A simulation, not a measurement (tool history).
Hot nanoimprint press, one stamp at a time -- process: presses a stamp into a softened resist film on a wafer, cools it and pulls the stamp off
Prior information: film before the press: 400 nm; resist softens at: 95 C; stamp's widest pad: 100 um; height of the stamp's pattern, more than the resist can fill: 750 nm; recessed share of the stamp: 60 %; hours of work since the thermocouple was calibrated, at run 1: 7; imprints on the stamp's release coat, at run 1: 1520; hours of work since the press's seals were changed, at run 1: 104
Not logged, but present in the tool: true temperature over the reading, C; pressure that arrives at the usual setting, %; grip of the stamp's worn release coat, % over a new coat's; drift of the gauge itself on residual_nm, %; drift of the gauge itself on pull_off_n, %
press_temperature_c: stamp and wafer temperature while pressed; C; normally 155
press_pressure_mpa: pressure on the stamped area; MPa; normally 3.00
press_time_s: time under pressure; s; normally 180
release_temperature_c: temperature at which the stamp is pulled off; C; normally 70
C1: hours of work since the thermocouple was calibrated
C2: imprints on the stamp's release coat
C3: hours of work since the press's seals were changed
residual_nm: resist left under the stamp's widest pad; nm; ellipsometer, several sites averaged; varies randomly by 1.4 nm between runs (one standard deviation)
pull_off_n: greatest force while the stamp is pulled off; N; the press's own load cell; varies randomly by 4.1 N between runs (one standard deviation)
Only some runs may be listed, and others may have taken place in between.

Run 1, day 0.000: usual settings; C1 7; C2 1520; C3 104. Result: residual_nm 238.2 nm, pull_off_n 296 N.
Run 2, day 0.483: usual settings; C1 13; C2 1561; C3 111. Result: residual_nm 236.8 nm, pull_off_n 311 N.
Run 3, day 0.946: usual settings; C1 20; C2 1601; C3 117. Result: residual_nm 236.7 nm, pull_off_n 306 N.
Run 4, day 1.296: usual settings; C1 24; C2 1631; C3 122. Result: residual_nm 235.7 nm, pull_off_n 302 N.
Run 5, day 1.775: usual settings; C1 31; C2 1673; C3 128. Result: residual_nm 234.8 nm, pull_off_n 301 N.
Run 6, day 2.312: usual settings but press_time_s 277 s; C1 38; C2 1719; C3 136. Result: residual_nm 203.4 nm, pull_off_n 308 N.
Run 7, day 2.671: usual settings; C1 43; C2 1750; C3 140. Result: residual_nm 238.1 nm, pull_off_n 315 N.
Run 8, day 3.108: usual settings but press_pressure_mpa 3.57 MPa; C1 49; C2 1787; C3 146. Result: residual_nm 220.5 nm, pull_off_n 313 N.
Run 9, day 3.558: usual settings but press_time_s 300 s; C1 55; C2 1826; C3 153. Result: residual_nm 198.3 nm, pull_off_n 326 N.
Run 10, day 4.083: usual settings but press_time_s 300 s, release_temperature_c 55 C; C1 62; C2 1871; C3 160. Result: residual_nm 199.3 nm, pull_off_n 438 N.
Run 11, day 4.592: usual settings but press_time_s 300 s, release_temperature_c 55 C; C1 69; C2 1915; C3 167. Result: residual_nm 201.6 nm, pull_off_n 446 N.
Run 12, day 4.900: usual settings but press_temperature_c 150 C, press_pressure_mpa 3.39 MPa, press_time_s 217 s, release_temperature_c 66 C; C1 74; C2 1941; C3 171. Result: residual_nm 252.0 nm, pull_off_n 369 N.
Run 13, day 5.196: usual settings but press_temperature_c 150 C, press_pressure_mpa 3.39 MPa, press_time_s 217 s, release_temperature_c 66 C; C1 78; C2 1967; C3 175. Result: residual_nm 253.6 nm, pull_off_n 365 N.
At day 5.721: stamp cleaned and given a new release coat.
Run 14, day 5.879: usual settings but press_temperature_c 154 C, press_pressure_mpa 3.62 MPa, press_time_s 249 s, release_temperature_c 66 C; C1 84; C2 14; C3 181. Result: residual_nm 207.8 nm, pull_off_n 222 N.
Run 15, day 6.383: usual settings but press_temperature_c 162 C, press_pressure_mpa 3.62 MPa, press_time_s 249 s, release_temperature_c 76 C; C1 90; C2 57; C3 188. Result: residual_nm 154.1 nm, pull_off_n 177 N.
Run 16, day 6.783: usual settings but press_temperature_c 162 C, press_pressure_mpa 3.62 MPa, press_time_s 249 s, release_temperature_c 76 C; C1 96; C2 92; C3 193. Result: residual_nm 154.1 nm, pull_off_n 176 N.
Run 17, day 7.071: usual settings but press_temperature_c 162 C, press_pressure_mpa 3.62 MPa, press_time_s 249 s, release_temperature_c 76 C; C1 100; C2 117; C3 197. Result: residual_nm 153.9 nm, pull_off_n 180 N.
Run 18, day 7.433: usual settings but press_temperature_c 162 C, press_pressure_mpa 3.62 MPa, press_time_s 216 s, release_temperature_c 67 C; C1 105; C2 147; C3 202. Result: residual_nm 165.0 nm, pull_off_n 217 N.
Run 19, day 7.962: usual settings but press_temperature_c 157 C, press_time_s 276 s; C1 112; C2 193; C3 209. Result: residual_nm 194.7 nm, pull_off_n 211 N.
Run 20, day 8.579: usual settings but press_temperature_c 161 C, press_pressure_mpa 2.08 MPa, press_time_s 276 s; C1 120; C2 246; C3 218. Result: residual_nm 198.3 nm, pull_off_n 209 N.
Run 21, day 9.108: usual settings but press_temperature_c 161 C, press_pressure_mpa 2.08 MPa, press_time_s 276 s; C1 128; C2 291; C3 225. Result: residual_nm 198.0 nm, pull_off_n 213 N.

Below are 5 alternative next runs, each starting from the tool's condition after run 21. Predict each:
Run A, day 9.450: usual settings but press_pressure_mpa 4.36 MPa, press_time_s 114 s, release_temperature_c 63 C; C1 132; C2 321; C3 230. Result: residual_nm ?, pull_off_n ?.
Run B, day 9.450: usual settings but press_temperature_c 145 C, press_pressure_mpa 2.80 MPa; C1 132; C2 321; C3 230. Result: residual_nm ?, pull_off_n ?.
Run C, day 9.450: usual settings but press_temperature_c 154 C, press_pressure_mpa 2.04 MPa; C1 132; C2 321; C3 230. Result: residual_nm ?, pull_off_n ?.
Run D, day 9.450: usual settings but press_temperature_c 145 C, press_pressure_mpa 2.06 MPa, press_time_s 326 s; C1 132; C2 321; C3 230. Result: residual_nm ?, pull_off_n ?.
Run E, day 9.450: usual settings but press_pressure_mpa 2.31 MPa, press_time_s 92 s; C1 132; C2 321; C3 230. Result: residual_nm ?, pull_off_n ?.

run  residual_nm  pull_off_n
  A        241.0         264
  B        323.0         219
  C        276.5         219
  D        306.1         221
  E        308.0         219
What these runs would have given with no unlogged condition in the tool:
run  residual_nm  pull_off_n
  A        236.3         238
  B        319.1         197
  C        272.6         196
  D        302.1         198
  E        304.5         196

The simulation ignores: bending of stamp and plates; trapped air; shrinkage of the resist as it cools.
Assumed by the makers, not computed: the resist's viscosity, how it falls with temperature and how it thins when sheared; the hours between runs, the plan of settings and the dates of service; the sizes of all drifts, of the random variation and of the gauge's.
